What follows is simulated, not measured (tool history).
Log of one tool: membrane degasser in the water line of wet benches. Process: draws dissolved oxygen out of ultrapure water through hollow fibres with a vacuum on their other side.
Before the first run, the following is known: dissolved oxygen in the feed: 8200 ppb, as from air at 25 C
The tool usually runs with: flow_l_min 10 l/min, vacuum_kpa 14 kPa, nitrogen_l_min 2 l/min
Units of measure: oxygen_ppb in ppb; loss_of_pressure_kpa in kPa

run 1 hour=0 | flow_l_min=10 vacuum_kpa=14 nitrogen_l_min=2 | oxygen_ppb=180.1 loss_of_pressure_kpa=31.25
run 2 hour=171.1 | flow_l_min=10 vacuum_kpa=14 nitrogen_l_min=2 | oxygen_ppb=180 loss_of_pressure_kpa=31.63
run 3 hour=400.7 | flow_l_min=10 vacuum_kpa=14 nitrogen_l_min=2 | oxygen_ppb=180.6 loss_of_pressure_kpa=31.29
run 4 hour=536.6 | flow_l_min=10 vacuum_kpa=9.4 nitrogen_l_min=2 | oxygen_ppb=124.2 loss_of_pressure_kpa=31.44
run 5 hour=716.8 | flow_l_min=10 vacuum_kpa=9.4 nitrogen_l_min=2 | oxygen_ppb=125.6 loss_of_pressure_kpa=31.29
-- hour=928.2 seals of the vacuum lines changed
run 6 hour=1000.3 | flow_l_min=10 vacuum_kpa=14 nitrogen_l_min=2 | oxygen_ppb=176.9 loss_of_pressure_kpa=31.74
-- hour=1024.4 vacuum gauge calibrated
run 7 hour=1263.2 | flow_l_min=10 vacuum_kpa=14 nitrogen_l_min=2 | oxygen_ppb=175.2 loss_of_pressure_kpa=31.58
run 8 hour=1506.6 | flow_l_min=10 vacuum_kpa=14 nitrogen_l_min=2 | oxygen_ppb=173.7 loss_of_pressure_kpa=31.28
run 9 hour=1742.3 | flow_l_min=10 vacuum_kpa=14 nitrogen_l_min=2 | oxygen_ppb=174.2 loss_of_pressure_kpa=31.72
run 10 hour=1877 | flow_l_min=10 vacuum_kpa=14 nitrogen_l_min=1.08 | oxygen_ppb=277.4 loss_of_pressure_kpa=31.57
run 11 hour=2127.6 | flow_l_min=10 vacuum_kpa=14 nitrogen_l_min=1.08 | oxygen_ppb=274 loss_of_pressure_kpa=32.11
run 12 hour=2377.7 | flow_l_min=10 vacuum_kpa=14 nitrogen_l_min=2 | oxygen_ppb=178.1 loss_of_pressure_kpa=31.82
run 13 hour=2559.3 | flow_l_min=10 vacuum_kpa=14 nitrogen_l_min=2 | oxygen_ppb=175 loss_of_pressure_kpa=31.86
run 14 hour=2835.5 | flow_l_min=15 vacuum_kpa=14 nitrogen_l_min=2 | oxygen_ppb=377.7 loss_of_pressure_kpa=48.01
run 15 hour=3026.9 | flow_l_min=15 vacuum_kpa=14 nitrogen_l_min=2 | oxygen_ppb=382.2 loss_of_pressure_kpa=48.24
run 16 hour=3184.3 | flow_l_min=10 vacuum_kpa=10.5 nitrogen_l_min=2 | oxygen_ppb=136.9 loss_of_pressure_kpa=32.17
run 17 hour=3484 | flow_l_min=7 vacuum_kpa=14 nitrogen_l_min=2 | oxygen_ppb=105.3 loss_of_pressure_kpa=22.42
run 18 hour=3684.2 | flow_l_min=10 vacuum_kpa=14 nitrogen_l_min=0.95 | oxygen_ppb=315.1 loss_of_pressure_kpa=31.98
run 19 hour=3877.3 | flow_l_min=10 vacuum_kpa=14 nitrogen_l_min=0.95 | oxygen_ppb=315.1 loss_of_pressure_kpa=32.17
run 20 hour=4073.4 | flow_l_min=8 vacuum_kpa=10.6 nitrogen_l_min=0.95 | oxygen_ppb=169.1 loss_of_pressure_kpa=25.59
run 21 hour=4240.5 | flow_l_min=15 vacuum_kpa=11.3 nitrogen_l_min=2 | oxygen_ppb=346.2 loss_of_pressure_kpa=48.43
run 22 hour=4533.7 | flow_l_min=15 vacuum_kpa=11.3 nitrogen_l_min=2 | oxygen_ppb=348.5 loss_of_pressure_kpa=48.43
run 23 hour=4763.2 | flow_l_min=15 vacuum_kpa=11.3 nitrogen_l_min=2 | oxygen_ppb=342 loss_of_pressure_kpa=48.48
run 24 hour=4910.9 | flow_l_min=6 vacuum_kpa=22.2 nitrogen_l_min=0.85 | oxygen_ppb=338.9 loss_of_pressure_kpa=19.36
run 25 hour=5056.9 | flow_l_min=6 vacuum_kpa=22.2 nitrogen_l_min=0.85 | oxygen_ppb=334.5 loss_of_pressure_kpa=19.22
run 26 hour=5238.5 | flow_l_min=13 vacuum_kpa=12.1 nitrogen_l_min=1.43 | oxygen_ppb=322.9 loss_of_pressure_kpa=42.48
run 27 hour=5396.5 | flow_l_min=13 vacuum_kpa=12.1 nitrogen_l_min=1.43 | oxygen_ppb=323.4 loss_of_pressure_kpa=42.55
run 28 hour=5560.1 | flow_l_min=10 vacuum_kpa=17.9 nitrogen_l_min=1.43 | oxygen_ppb=306.8 loss_of_pressure_kpa=32.52
run 29 hour=5833.6 | flow_l_min=8 vacuum_kpa=32.3 nitrogen_l_min=1.43 | oxygen_ppb=421 loss_of_pressure_kpa=25.99
run 30 hour=5981.8 | flow_l_min=7 vacuum_kpa=14 nitrogen_l_min=1.07 | oxygen_ppb=190.2 loss_of_pressure_kpa=22.87
run 31 hour=6294.2 | flow_l_min=10 vacuum_kpa=14 nitrogen_l_min=2 | oxygen_ppb=190.5 loss_of_pressure_kpa=32.8

Run 32, settings as shown, results not yet in. Your forecast:
run 32 hour=6553.3 | flow_l_min=10 vacuum_kpa=10.5 nitrogen_l_min=3.17 | oxygen_ppb=? loss_of_pressure_kpa=?

Run 32 yielded oxygen_ppb 116.7 ppb, loss_of_pressure_kpa 33.02 kPa.
Minus the tool's unlogged condition, the same run would have read oxygen_ppb 93.5 ppb, loss_of_pressure_kpa 30.51 kPa.

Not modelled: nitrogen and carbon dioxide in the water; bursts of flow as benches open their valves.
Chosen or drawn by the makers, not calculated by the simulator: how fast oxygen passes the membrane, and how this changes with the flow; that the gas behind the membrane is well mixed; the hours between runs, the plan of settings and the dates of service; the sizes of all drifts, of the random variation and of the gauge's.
